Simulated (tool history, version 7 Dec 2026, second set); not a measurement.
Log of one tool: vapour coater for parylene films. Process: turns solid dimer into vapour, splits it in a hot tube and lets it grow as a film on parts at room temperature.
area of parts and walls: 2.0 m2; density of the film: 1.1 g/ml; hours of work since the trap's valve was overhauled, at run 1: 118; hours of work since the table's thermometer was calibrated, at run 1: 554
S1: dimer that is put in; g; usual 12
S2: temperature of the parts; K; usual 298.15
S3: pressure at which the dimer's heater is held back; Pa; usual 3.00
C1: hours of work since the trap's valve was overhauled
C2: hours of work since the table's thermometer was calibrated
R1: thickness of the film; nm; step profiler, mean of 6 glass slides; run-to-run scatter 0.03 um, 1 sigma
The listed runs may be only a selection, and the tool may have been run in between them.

{"run": 1, "day": 0.0, "S1": 12, "S2": 298.15, "S3": 3.0, "C1": 118, "C2": 554, "R1": 2730}
{"run": 2, "day": 0.471, "S1": 12, "S2": 298.15, "S3": 3.0, "C1": 126, "C2": 563, "R1": 2790}
{"run": 3, "day": 0.912, "S1": 12, "S2": 298.15, "S3": 3.0, "C1": 134, "C2": 571, "R1": 2770}
{"run": 4, "day": 1.338, "S1": 12, "S2": 298.15, "S3": 3.0, "C1": 142, "C2": 578, "R1": 2740}
{"run": 5, "day": 2.238, "S1": 12, "S2": 298.15, "S3": 3.0, "C1": 158, "C2": 595, "R1": 2760}
{"run": 6, "day": 2.925, "S1": 12, "S2": 298.15, "S3": 3.0, "C1": 171, "C2": 607, "R1": 2780}
{"run": 7, "day": 3.588, "S1": 12, "S2": 298.15, "S3": 3.0, "C1": 183, "C2": 619, "R1": 2760}
{"run": 8, "day": 4.188, "S1": 12, "S2": 298.15, "S3": 3.0, "C1": 194, "C2": 630, "R1": 2800}
{"run": 9, "day": 4.792, "S1": 12, "S2": 298.15, "S3": 3.0, "C1": 205, "C2": 641, "R1": 2800}
{"run": 10, "day": 5.642, "S1": 12, "S2": 298.15, "S3": 3.0, "C1": 220, "C2": 657, "R1": 2800}
{"run": 11, "day": 6.375, "S1": 8, "S2": 298.15, "S3": 3.0, "C1": 234, "C2": 670, "R1": 1830}
{"day": 6.75, "done": "trap's valve overhauled"}
{"run": 12, "day": 7.25, "S1": 12, "S2": 300.15, "S3": 9.36, "C1": 9, "C2": 683, "R1": 2030}

Predict the results of run 13:
{"run": 13, "day": 8.175, "S1": 12, "S2": 298.15, "S3": 6.39, "C1": 26, "C2": 700, "R1": "?"}

{"run 13": {"R1": 2430}}
With no hidden state in the tool, this same run would have given R1 2430 nm.
